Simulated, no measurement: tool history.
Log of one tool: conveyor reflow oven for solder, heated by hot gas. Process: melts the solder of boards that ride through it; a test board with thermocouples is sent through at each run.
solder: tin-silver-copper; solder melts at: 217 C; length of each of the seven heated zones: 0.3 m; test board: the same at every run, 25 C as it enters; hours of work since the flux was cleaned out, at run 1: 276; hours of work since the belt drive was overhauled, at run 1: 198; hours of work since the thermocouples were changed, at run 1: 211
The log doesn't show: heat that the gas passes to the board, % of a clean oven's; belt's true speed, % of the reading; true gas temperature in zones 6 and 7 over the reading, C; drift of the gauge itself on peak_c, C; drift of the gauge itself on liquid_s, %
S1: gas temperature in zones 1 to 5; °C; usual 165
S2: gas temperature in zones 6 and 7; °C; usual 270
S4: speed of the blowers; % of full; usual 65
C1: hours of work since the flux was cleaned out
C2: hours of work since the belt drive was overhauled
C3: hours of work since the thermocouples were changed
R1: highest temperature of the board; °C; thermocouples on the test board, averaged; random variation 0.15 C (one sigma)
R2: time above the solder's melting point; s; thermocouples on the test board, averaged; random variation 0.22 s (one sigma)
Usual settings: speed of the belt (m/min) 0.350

run 1 hour=0.0 | S1=165 S2=270 speed_of_the_belt_(m/min)=0.350 S4=65 | C1=276 C2=198 C3=211 | R1=245.7 R2=63.2
-- hour=43.5 flux residue cleaned out of gas plates and filters
run 2 hour=76.1 | S1=165 S2=270 speed_of_the_belt_(m/min)=0.350 S4=65 | C1=22 C2=245 C3=258 | R1=246.7 R2=65.1
run 3 hour=156.2 | S1=165 S2=270 speed_of_the_belt_(m/min)=0.350 S4=65 | C1=75 C2=298 C3=311 | R1=246.7 R2=64.9
run 4 hour=192.0 | S1=165 S2=270 speed_of_the_belt_(m/min)=0.350 S4=65 | C1=98 C2=322 C3=335 | R1=247.0 R2=65.0
run 5 hour=259.2 | S1=165 S2=270 speed_of_the_belt_(m/min)=0.350 S4=65 | C1=143 C2=366 C3=379 | R1=246.4 R2=65.0
run 6 hour=343.8 | S1=165 S2=270 speed_of_the_belt_(m/min)=0.350 S4=65 | C1=199 C2=422 C3=435 | R1=246.8 R2=64.5
run 7 hour=388.6 | S1=165 S2=270 speed_of_the_belt_(m/min)=0.350 S4=65 | C1=228 C2=452 C3=465 | R1=247.0 R2=65.1
run 8 hour=451.6 | S1=165 S2=270 speed_of_the_belt_(m/min)=0.350 S4=65 | C1=270 C2=493 C3=507 | R1=246.7 R2=65.1
-- hour=502.1 flux residue cleaned out of gas plates and filters
run 9 hour=519.8 | S1=165 S2=270 speed_of_the_belt_(m/min)=0.350 S4=65 | C1=12 C2=535 C3=549 | R1=248.2 R2=66.8
run 10 hour=590.4 | S1=155 S2=270 speed_of_the_belt_(m/min)=0.350 S4=65 | C1=58 C2=582 C3=595 | R1=245.8 R2=60.0
run 11 hour=662.9 | S1=155 S2=270 speed_of_the_belt_(m/min)=0.350 S4=65 | C1=106 C2=630 C3=643 | R1=245.7 R2=60.2
run 12 hour=700.6 | S1=155 S2=270 speed_of_the_belt_(m/min)=0.350 S4=65 | C1=131 C2=655 C3=668 | R1=245.8 R2=60.1
run 13 hour=753.7 | S1=155 S2=270 speed_of_the_belt_(m/min)=0.350 S4=65 | C1=166 C2=690 C3=703 | R1=245.6 R2=59.8
run 14 hour=823.6 | S1=165 S2=270 speed_of_the_belt_(m/min)=0.350 S4=65 | C1=213 C2=736 C3=749 | R1=247.9 R2=66.6
run 15 hour=901.9 | S1=165 S2=270 speed_of_the_belt_(m/min)=0.350 S4=65 | C1=264 C2=788 C3=801 | R1=247.6 R2=66.5
-- hour=910.7 belt drive overhauled, speed set with a stopwatch
run 16 hour=947.7 | S1=165 S2=270 speed_of_the_belt_(m/min)=0.392 S4=69 | C1=292 C2=24 C3=829 | R1=244.1 R2=54.3
-- hour=963.5 flux residue cleaned out of gas plates and filters
run 17 hour=1004.4 | S1=178 S2=270 speed_of_the_belt_(m/min)=0.363 S4=65 | C1=27 C2=59 C3=863 | R1=250.4 R2=74.0
-- hour=1049.9 belt drive overhauled, speed set with a stopwatch, once more
run 18 hour=1091.2 | S1=178 S2=270 speed_of_the_belt_(m/min)=0.363 S4=65 | C1=82 C2=27 C3=918 | R1=250.2 R2=71.7
-- hour=1105.3 thermocouples of zones 6 and 7 changed
run 19 hour=1135.2 | S1=178 S2=270 speed_of_the_belt_(m/min)=0.363 S4=65 | C1=110 C2=55 C3=20 | R1=248.2 R2=69.7
run 20 hour=1202.4 | S1=178 S2=270 speed_of_the_belt_(m/min)=0.363 S4=65 | C1=154 C2=99 C3=64 | R1=248.2 R2=69.8
run 21 hour=1245.1 | S1=178 S2=270 speed_of_the_belt_(m/min)=0.363 S4=65 | C1=182 C2=128 C3=92 | R1=247.9 R2=69.5
run 22 hour=1299.6 | S1=174 S2=270 speed_of_the_belt_(m/min)=0.363 S4=52 | C1=218 C2=164 C3=128 | R1=243.6 R2=61.5
run 23 hour=1342.9 | S1=174 S2=262 speed_of_the_belt_(m/min)=0.363 S4=52 | C1=247 C2=192 C3=157 | R1=237.5 R2=52.6
run 24 hour=1381.5 | S1=174 S2=262 speed_of_the_belt_(m/min)=0.363 S4=52 | C1=272 C2=218 C3=183 | R1=237.8 R2=52.3
-- hour=1427.6 flux residue cleaned out of gas plates and filters
run 25 hour=1453.0 | S1=174 S2=262 speed_of_the_belt_(m/min)=0.363 S4=52 | C1=17 C2=262 C3=227 | R1=238.6 R2=54.4
run 26 hour=1514.3 | S1=174 S2=262 speed_of_the_belt_(m/min)=0.363 S4=52 | C1=57 C2=302 C3=267 | R1=238.4 R2=54.6
run 27 hour=1554.0 | S1=165 S2=276 speed_of_the_belt_(m/min)=0.354 S4=65 | C1=84 C2=329 C3=293 | R1=252.4 R2=69.8
run 28 hour=1605.8 | S1=158 S2=270 speed_of_the_belt_(m/min)=0.351 S4=65 | C1=118 C2=363 C3=328 | R1=245.8 R2=61.0
run 29 hour=1691.5 | S1=158 S2=270 speed_of_the_belt_(m/min)=0.351 S4=68 | C1=175 C2=420 C3=384 | R1=246.6 R2=62.1
run 30 hour=1777.5 | S1=167 S2=277 speed_of_the_belt_(m/min)=0.325 S4=59 | C1=231 C2=477 C3=441 | R1=255.4 R2=81.9

Hidden state at the last listed run before each entry between runs and at the first one after, where it differs:
Between runs 1 and 2: flux residue cleaned out of gas plates and filters (hour 43.5)
  heat that the gas passes to the board, % of a clean oven's: 96.1 -> 98.8; belt's true speed, % of the reading: 99.76 -> 99.69; true gas temperature in zones 6 and 7 over the reading, C: 0.07 -> 0.24
  measured less the result without the state, R1: -1.1 -> +0.0 °C; R2: -1.5 -> +0.1 s
Between runs 8 and 9: flux residue cleaned out of gas plates and filters (hour 502.1)
  heat that the gas passes to the board, % of a clean oven's: 95.8 -> 99.2; belt's true speed, % of the reading: 99.34 -> 99.27; true gas temperature in zones 6 and 7 over the reading, C: 1.11 -> 1.24
  measured less the result without the state, R1: -0.1 -> +1.0 °C; R2: -0.1 -> +1.8 s
Between runs 15 and 16: belt drive overhauled, speed set with a stopwatch (hour 910.7)
  heat that the gas passes to the board, % of a clean oven's: 96 -> 95.6; belt's true speed, % of the reading: 98.93 -> 98.38; true gas temperature in zones 6 and 7 over the reading, C: 2.09 -> 2.2
  measured less the result without the state, R1: +0.9 -> +0.9 °C; R2: +1.5 -> +1.8 s
Between runs 16 and 17: flux residue cleaned out of gas plates and filters (hour 963.5)
  heat that the gas passes to the board, % of a clean oven's: 95.6 -> 99.5; belt's true speed, % of the reading: 98.38 -> 98.33; true gas temperature in zones 6 and 7 over the reading, C: 2.2 -> 2.32
  measured less the result without the state, R1: +0.9 -> +2.4 °C; R2: +1.8 -> +3.9 s
Between runs 17 and 18: belt drive overhauled, speed set with a stopwatch, once more (hour 1049.9)
  heat that the gas passes to the board, % of a clean oven's: 99.5 -> 98.8; belt's true speed, % of the reading: 98.33 -> 99.81; true gas temperature in zones 6 and 7 over the reading, C: 2.32 -> 2.51
  measured less the result without the state, R1: +2.4 -> +1.8 °C; R2: +3.9 -> +1.9 s
Between runs 18 and 19: thermocouples of zones 6 and 7 changed (hour 1105.3)
  heat that the gas passes to the board, % of a clean oven's: 98.8 -> 98.5; belt's true speed, % of the reading: 99.81 -> 99.77; true gas temperature in zones 6 and 7 over the reading, C: 2.51 -> 0.16
  measured less the result without the state, R1: +1.8 -> -0.2 °C; R2: +1.9 -> -0.1 s
Between runs 24 and 25: flux residue cleaned out of gas plates and filters (hour 1427.6)
  heat that the gas passes to the board, % of a clean oven's: 96.5 -> 99.4; belt's true speed, % of the reading: 99.54 -> 99.47; true gas temperature in zones 6 and 7 over the reading, C: 0.74 -> 0.89
  measured less the result without the state, R1: -0.1 -> +0.8 °C; R2: -0.4 -> +1.5 s
